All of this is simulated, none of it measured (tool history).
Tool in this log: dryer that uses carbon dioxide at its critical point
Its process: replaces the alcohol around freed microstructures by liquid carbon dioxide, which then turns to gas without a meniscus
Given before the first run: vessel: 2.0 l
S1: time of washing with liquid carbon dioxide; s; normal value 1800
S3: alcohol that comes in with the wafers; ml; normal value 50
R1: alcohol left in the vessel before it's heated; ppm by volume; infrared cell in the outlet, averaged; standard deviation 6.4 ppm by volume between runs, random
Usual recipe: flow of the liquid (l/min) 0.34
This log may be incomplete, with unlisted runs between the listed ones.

Run 1, hour 0: usual settings. Result: R1 381 ppm by volume.
Run 2, hour 27.3: usual settings. Result: R1 375 ppm by volume.
Run 3, hour 68.8: usual settings. Result: R1 387 ppm by volume.
Run 4, hour 131.9: usual settings. Result: R1 384 ppm by volume.
At hour 164.8: inlet filter changed.
Run 5, hour 172.3: usual settings. Result: R1 272 ppm by volume.
Run 6, hour 220.8: usual settings. Result: R1 271 ppm by volume.
Run 7, hour 252.9: usual settings. Result: R1 277 ppm by volume.
Run 8, hour 287: usual settings but flow of the liquid (l/min) 0.378. Result: R1 173 ppm by volume.
Run 9, hour 349.2: usual settings but flow of the liquid (l/min) 0.378. Result: R1 186 ppm by volume.
Run 10, hour 379.6: usual settings but flow of the liquid (l/min) 0.378. Result: R1 188 ppm by volume.
Run 11, hour 439.1: usual settings but flow of the liquid (l/min) 0.378. Result: R1 198 ppm by volume.
Run 12, hour 495.9: usual settings but flow of the liquid (l/min) 0.378. Result: R1 196 ppm by volume.
Run 13, hour 521.4: usual settings but flow of the liquid (l/min) 0.378. Result: R1 202 ppm by volume.
Run 14, hour 551.4: usual settings but flow of the liquid (l/min) 0.378. Result: R1 201 ppm by volume.
Run 15, hour 605.8: usual settings. Result: R1 331 ppm by volume.
Run 16, hour 662.3: usual settings but flow of the liquid (l/min) 0.227. Result: R1 1383 ppm by volume.
Run 17, hour 690.7: usual settings. Result: R1 332 ppm by volume.
Run 18, hour 738.7: usual settings. Result: R1 343 ppm by volume.
Run 19, hour 794.4: usual settings but S1 1080 s, flow of the liquid (l/min) 0.347, S3 55 ml. Result: R1 1883 ppm by volume.
Run 20, hour 832.2: usual settings but S1 1080 s, flow of the liquid (l/min) 0.347, S3 55 ml. Result: R1 1936 ppm by volume.
Run 21, hour 872.6: usual settings but S1 1080 s, flow of the liquid (l/min) 0.347, S3 55 ml. Result: R1 1925 ppm by volume.
Run 22, hour 928.7: usual settings but S1 1080 s, flow of the liquid (l/min) 0.347, S3 55 ml. Result: R1 1998 ppm by volume.
Run 23, hour 989.1: usual settings but S3 48 ml. Result: R1 363 ppm by volume.
Run 24, hour 1040.1: usual settings but S1 1500 s, flow of the liquid (l/min) 0.469, S3 64 ml. Result: R1 268 ppm by volume.
Run 25, hour 1087.6: usual settings but S1 1500 s, flow of the liquid (l/min) 0.469, S3 64 ml. Result: R1 260 ppm by volume.
Run 26, hour 1129.7: usual settings but S3 24 ml. Result: R1 206 ppm by volume.
Run 27, hour 1157: usual settings but S1 2040 s, flow of the liquid (l/min) 0.328, S3 24 ml. Result: R1 147 ppm by volume.
Run 28, hour 1205.6: usual settings but flow of the liquid (l/min) 0.425. Result: R1 162 ppm by volume.
Run 29, hour 1257.1: usual settings but S1 2580 s, S3 66 ml. Result: R1 121 ppm by volume.
Run 30, hour 1299.5: usual settings but S1 2580 s, S3 26 ml. Result: R1 69 ppm by volume.
Run 31, hour 1336.7: usual settings but S1 2580 s, S3 105 ml. Result: R1 177 ppm by volume.
Run 32, hour 1363.1: usual settings but flow of the liquid (l/min) 0.463, S3 33 ml. Result: R1 104 ppm by volume.
Run 33, hour 1419.7: usual settings but S3 107 ml. Result: R1 864 ppm by volume.

What will run 34 give?
Run 34, hour 1453.6: usual settings but S3 107 ml. Result: R1 ?.

Run 34 produced R1 879 ppm by volume.
On a tool with no hidden condition, and with the same random variation, this run would have come out at R1 566 ppm by volume.
